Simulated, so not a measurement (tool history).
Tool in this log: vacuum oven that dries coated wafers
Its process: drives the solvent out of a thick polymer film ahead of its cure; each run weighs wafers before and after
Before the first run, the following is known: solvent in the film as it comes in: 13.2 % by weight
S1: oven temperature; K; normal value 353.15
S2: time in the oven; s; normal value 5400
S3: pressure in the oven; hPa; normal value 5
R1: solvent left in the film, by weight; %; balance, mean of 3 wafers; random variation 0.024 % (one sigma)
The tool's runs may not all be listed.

Run 1, day 0: usual settings. Result: R1 1.72 %.
Run 2, day 1.504: usual settings but S3 8.7 hPa. Result: R1 1.92 %.
Run 3, day 4.583: usual settings but S3 7.66 hPa. Result: R1 1.89 %.
Run 4, day 6.208: usual settings but S3 7.66 hPa. Result: R1 1.86 %.
At day 6.446: oven's thermocouples calibrated.
Run 5, day 8.104: usual settings. Result: R1 1.66 %.
Run 6, day 10.146: usual settings. Result: R1 1.72 %.
Run 7, day 12.392: usual settings. Result: R1 1.73 %.
Run 8, day 13.762: usual settings but S2 7560 s. Result: R1 1.1 %.
Run 9, day 16.796: usual settings but S2 7560 s. Result: R1 1.12 %.
At day 17.425: oven's thermocouples calibrated, once more.
Run 10, day 18.512: usual settings but S2 7560 s. Result: R1 1.06 %.
Run 11, day 20.125: usual settings but S1 361.15 K, S2 3120 s. Result: R1 1.88 %.
Run 12, day 21.775: usual settings but S1 351.15 K, S2 3120 s. Result: R1 3.7 %.
Run 13, day 24.588: usual settings but S1 351.15 K, S2 3120 s. Result: R1 3.69 %.

Pick out some run-to-run changes in R1. Of each, how much would a tool without hidden state show as well, from the settings, what came in and chance, and how much is left for the hidden state and any gauge scatter not in both results compared?
Hidden state present: true wafer temperature over the reading, C; true pressure over the reading, kPa; drift of the gauge itself on solvent_pct, %.
Run 10 -> 11: S1 353.15 -> 361.15, S2 7560 -> 3120. R1 +0.82 %: hidden state -0.13, all else +0.95.
Run 11 -> 12: S1 361.15 -> 351.15. R1 +1.82 %: hidden state +0.04, all else +1.78.

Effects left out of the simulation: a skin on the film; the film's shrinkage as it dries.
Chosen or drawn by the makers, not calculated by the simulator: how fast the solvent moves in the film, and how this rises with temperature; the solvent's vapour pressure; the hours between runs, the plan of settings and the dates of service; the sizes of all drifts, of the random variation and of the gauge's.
